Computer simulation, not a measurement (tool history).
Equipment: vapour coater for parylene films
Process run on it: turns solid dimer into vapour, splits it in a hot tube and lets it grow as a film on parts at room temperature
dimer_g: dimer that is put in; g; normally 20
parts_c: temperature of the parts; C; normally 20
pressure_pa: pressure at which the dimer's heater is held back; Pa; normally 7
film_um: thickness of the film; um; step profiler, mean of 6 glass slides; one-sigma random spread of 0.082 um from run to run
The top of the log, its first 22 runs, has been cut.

| run | day | dimer_g | parts_c | pressure_pa | film_um |
|---|---|---|---|---|---|
| 23 | 20.108 | 20 | 20 | 3.09 | 10.34 |
| 24 | 20.671 | 15 | 14 | 5.98 | 8.65 |
| 25 | 21.533 | 15 | 14 | 5.98 | 8.48 |
| 26 | 22.812 | 16 | 24 | 3.75 | 7.2 |
| 27 | 23.846 | 20 | 20 | 11.27 | 8.7 |
| 28 | 25.129 | 20 | 20 | 2.08 | 10.61 |
| 29 | 26.371 | 20 | 20 | 2.08 | 10.42 |
| 30 | 27.204 | 20 | 20 | 2.08 | 10.52 |
| 31 | 27.821 | 12 | 14 | 7 | 6.45 |
| 32 | 28.721 | 14 | 23 | 5.83 | 5.9 |
| 33 | 29.867 | 18 | 14 | 2.37 | 11.07 |
| 34 | 30.612 | 18 | 14 | 2.37 | 11.06 |
| 35 | 31.796 | 18 | 17 | 9.68 | 8.69 |
| 36 | 33.067 | 20 | 23 | 2.69 | 9 |
| 37 | 34.038 | 20 | 15 | 2.69 | 11.76 |
| 38 | 35.292 | 25 | 13 | 2.99 | 15.1 |

Here are 5 independent what-if runs from the current tool condition. What would each one return?
| A | 36.483 | 8 | 18 | 2.75 | ? |
| B | 36.483 | 15 | 18 | 3.57 | ? |
| C | 36.483 | 30 | 15 | 2.99 | ? |
| D | 36.483 | 14 | 13 | 2.77 | ? |
| E | 36.483 | 14 | 18 | 7 | ? |

| run | film_um |
|---|---|
| A | 4.19 |
| B | 7.56 |
| C | 16.91 |
| D | 8.56 |
| E | 6.46 |
The same runs, with their run-to-run variation unchanged, on a tool lacking any hidden condition would have given:
| run | film_um |
|---|---|
| A | 4.67 |
| B | 8.43 |
| C | 18.86 |
| D | 9.55 |
| E | 7.2 |
